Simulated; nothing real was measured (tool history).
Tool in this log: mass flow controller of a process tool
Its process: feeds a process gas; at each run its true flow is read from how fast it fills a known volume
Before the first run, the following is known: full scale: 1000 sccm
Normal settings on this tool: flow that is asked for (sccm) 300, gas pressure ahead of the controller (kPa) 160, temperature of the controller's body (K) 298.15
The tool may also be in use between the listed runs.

| run | hour | flow that is asked for (sccm) | gas pressure ahead of the controller (kPa) | temperature of the controller's body (K) | true flow (%) |
|---|---|---|---|---|---|
| 1 | 0 | 300 | 160 | 298.15 | 98.23 |
| 2 | 134.1 | 300 | 160 | 298.15 | 98 |
| 3 | 254.6 | 300 | 160 | 311.15 | 99.67 |
| 4 | 362.2 | 300 | 160 | 298.15 | 98.05 |
| 5 | 500.8 | 300 | 160 | 298.15 | 98.17 |
| 6 | 602.1 | 300 | 160 | 298.15 | 98.16 |
| 7 | 750.4 | 300 | 160 | 298.15 | 98.12 |
| 8 | 850.1 | 300 | 160 | 298.15 | 98.13 |
| 9 | 936.8 | 300 | 160 | 309.15 | 99.54 |
| 10 | 1013.5 | 300 | 160 | 298.15 | 98.15 |
| 11 | 1163.7 | 300 | 160 | 298.15 | 98.2 |
| 12 | 1284.9 | 300 | 160 | 298.15 | 98.11 |
| 13 | 1386 | 300 | 160 | 298.15 | 98.14 |
| 14 | 1510.1 | 300 | 160 | 298.15 | 98.25 |
| 15 | 1605.1 | 300 | 160 | 298.15 | 98.08 |
| 16 | 1728.5 | 300 | 160 | 298.15 | 98.03 |
| 17 | 1848.5 | 300 | 160 | 310.15 | 99.6 |
| 18 | 1927.1 | 204 | 160 | 310.15 | 99.1 |
| 19 | 2004.7 | 893 | 260 | 298.15 | 99.58 |
| 20 | 2118.1 | 207 | 233 | 293.15 | 97.01 |
| 21 | 2273.3 | 103 | 153 | 294.15 | 97.11 |
| 22 | 2414.2 | 793 | 150 | 301.15 | 99.94 |
| 23 | 2485.9 | 987 | 162 | 302.15 | 100.48 |
| 24 | 2562.8 | 987 | 162 | 302.15 | 100.55 |
| 25 | 2704.3 | 535 | 170 | 305.15 | 99.57 |
| 26 | 2777.1 | 300 | 247 | 312.15 | 99.48 |
| 27 | 2870 | 300 | 249 | 303.15 | 98.4 |
| 28 | 2978.5 | 300 | 249 | 303.15 | 98.5 |
| 29 | 3120.1 | 300 | 249 | 303.15 | 98.55 |
| 30 | 3218.1 | 578 | 147 | 313.15 | 100.83 |
| 31 | 3288.1 | 578 | 147 | 295.15 | 98.64 |
| 32 | 3383.8 | 578 | 147 | 295.15 | 98.67 |

4 ways to go on from here, each from the tool as it stands after run 32. What would each give?
| A | 3524.3 | 118 | 160 | 305.15 | ? |
| B | 3524.3 | 348 | 251 | 305.15 | ? |
| C | 3524.3 | 640 | 160 | 298.15 | ? |
| D | 3524.3 | 496 | 208 | 295.15 | ? |

| run | true flow (%) |
|---|---|
| A | 98.39 |
| B | 98.68 |
| C | 99.25 |
| D | 98.12 |
With no hidden state in the tool, these same runs would have given:
| run | true flow (%) |
|---|---|
| A | 98.43 |
| B | 98.71 |
| C | 99.27 |
| D | 98.14 |
